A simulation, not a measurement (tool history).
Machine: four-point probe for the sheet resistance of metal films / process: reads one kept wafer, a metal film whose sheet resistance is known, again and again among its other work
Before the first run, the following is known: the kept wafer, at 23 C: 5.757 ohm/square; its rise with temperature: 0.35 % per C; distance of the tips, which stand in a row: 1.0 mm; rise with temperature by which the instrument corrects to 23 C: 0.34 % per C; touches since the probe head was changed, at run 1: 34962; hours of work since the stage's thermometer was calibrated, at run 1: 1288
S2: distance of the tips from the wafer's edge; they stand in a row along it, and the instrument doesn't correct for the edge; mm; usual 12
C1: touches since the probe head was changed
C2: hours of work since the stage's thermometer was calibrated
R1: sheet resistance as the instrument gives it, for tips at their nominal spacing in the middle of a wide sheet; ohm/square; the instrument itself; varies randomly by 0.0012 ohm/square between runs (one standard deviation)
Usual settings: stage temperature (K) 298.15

Run 1, hour 0: usual settings; C1 34962; C2 1288. Result: R1 5.782169 ohm/square.
Run 2, hour 74.6: usual settings; C1 36308; C2 1338. Result: R1 5.779365 ohm/square.
Run 3, hour 160.1: usual settings but S2 48 mm; C1 37852; C2 1395. Result: R1 5.759711 ohm/square.
At hour 205.3: stage's thermometer calibrated.
Run 4, hour 231.6: usual settings but S2 48 mm; C1 39134; C2 17. Result: R1 5.761601 ohm/square.
Run 5, hour 284: usual settings but S2 48 mm; C1 40080; C2 52. Result: R1 5.760791 ohm/square.
Run 6, hour 348: usual settings but S2 48 mm; C1 41234; C2 95. Result: R1 5.760723 ohm/square.
Run 7, hour 391.8: usual settings but S2 48 mm; C1 42025; C2 124. Result: R1 5.759386 ohm/square.
Run 8, hour 449.1: usual settings; C1 43060; C2 162. Result: R1 5.780139 ohm/square.
Run 9, hour 499.9: usual settings; C1 43976; C2 196. Result: R1 5.78015 ohm/square.
Run 10, hour 536.2: usual settings; C1 44631; C2 220. Result: R1 5.778403 ohm/square.
Run 11, hour 610.4: usual settings; C1 45970; C2 269. Result: R1 5.778698 ohm/square.
Run 12, hour 674.3: usual settings; C1 47125; C2 312. Result: R1 5.779852 ohm/square.
Run 13, hour 746.9: usual settings but stage temperature (K) 295.15, S2 6 mm; C1 48435; C2 360. Result: R1 5.839763 ohm/square.
Run 14, hour 834.8: usual settings but stage temperature (K) 297.15, S2 5 mm; C1 50021; C2 419. Result: R1 5.878661 ohm/square.
Run 15, hour 885: usual settings but stage temperature (K) 293.15, S2 9 mm; C1 50927; C2 452. Result: R1 5.793836 ohm/square.
Run 16, hour 966.1: usual settings but stage temperature (K) 292.15, S2 46 mm; C1 52392; C2 506. Result: R1 5.754365 ohm/square.
Run 17, hour 1027.6: usual settings but S2 11 mm; C1 53501; C2 547. Result: R1 5.784523 ohm/square.
Run 18, hour 1073.5: usual settings but S2 11 mm; C1 54330; C2 577. Result: R1 5.783315 ohm/square.
Run 19, hour 1125: usual settings but S2 11 mm; C1 55259; C2 612. Result: R1 5.784463 ohm/square.

Predict each of these 4 candidate next runs independently; none follows another, all start after run 19:
Run A, hour 1166.1: usual settings but S2 42 mm; C1 56001; C2 639. Result: R1 ?.
Run B, hour 1166.1: usual settings but S2 20 mm; C1 56001; C2 639. Result: R1 ?.
Run C, hour 1166.1: usual settings but stage temperature (K) 294.15; C1 56001; C2 639. Result: R1 ?.
Run D, hour 1166.1: usual settings but stage temperature (K) 295.15, S2 48 mm; C1 56001; C2 639. Result: R1 ?.

run        R1
  A  5.758343
  B  5.766616
  C  5.777482
  D  5.758983
With no hidden state in the tool, these same runs would have given:
run        R1
  A  5.758267
  B   5.76654
  C  5.777405
  D  5.758906
